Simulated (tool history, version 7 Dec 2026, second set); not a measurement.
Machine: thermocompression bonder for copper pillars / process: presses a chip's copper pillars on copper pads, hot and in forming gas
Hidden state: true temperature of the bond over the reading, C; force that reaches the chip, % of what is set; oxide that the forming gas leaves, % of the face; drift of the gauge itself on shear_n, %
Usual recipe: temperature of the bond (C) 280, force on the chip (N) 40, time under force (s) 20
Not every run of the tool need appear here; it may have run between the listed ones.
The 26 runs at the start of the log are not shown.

run	hour	temperature of the bond (C)	force on the chip (N)	time under force (s)	hours of work since the heater was calibrated	hours of work since the force cell was calibrated	hours of work since the gas filter was changed	force that shears a chip off (N)
27	905.5	309	36	35	1060	1261	287	82.1
28	943	309	36	35	1085	1285	311	82.9
29	972.4	292	33	59	1104	1305	330	80.5
30	997.1	280	31	21	1120	1321	346	52.6
31	1042	280	34	20	1149	1350	376	55.5
# hour 1050.5: forming gas filter changed
32	1087.4	280	54	21	1178	1379	24	82.2
33	1116.6	252	40	20	1198	1398	43	49.6
34	1137.9	280	40	23	1211	1412	57	68.3
35	1174.6	280	40	23	1235	1436	81	69.1
36	1213.5	280	40	42	1261	1461	106	78.2
37	1245.2	259	30	45	1281	1482	127	56.1
# hour 1248.9: force cell calibrated
38	1281	306	34	32	1304	21	149	79.4
39	1324.8	306	34	32	1332	49	178	79.1
40	1370.9	306	34	32	1362	79	208	78.2

Branching from run 40: 3 alternative next runs. What would each branch give?
A	1390.8	254	41	16	1375	92	221	?
B	1390.8	280	37	20	1375	92	221	?
C	1390.8	299	57	18	1375	92	221	?

run	force that shears a chip off (N)
A	41.9
B	58.3
C	82.9
With the hidden condition removed and each run's random variation left untouched, the same runs would have given:
run	force that shears a chip off (N)
A	48.2
B	65.6
C	90.7
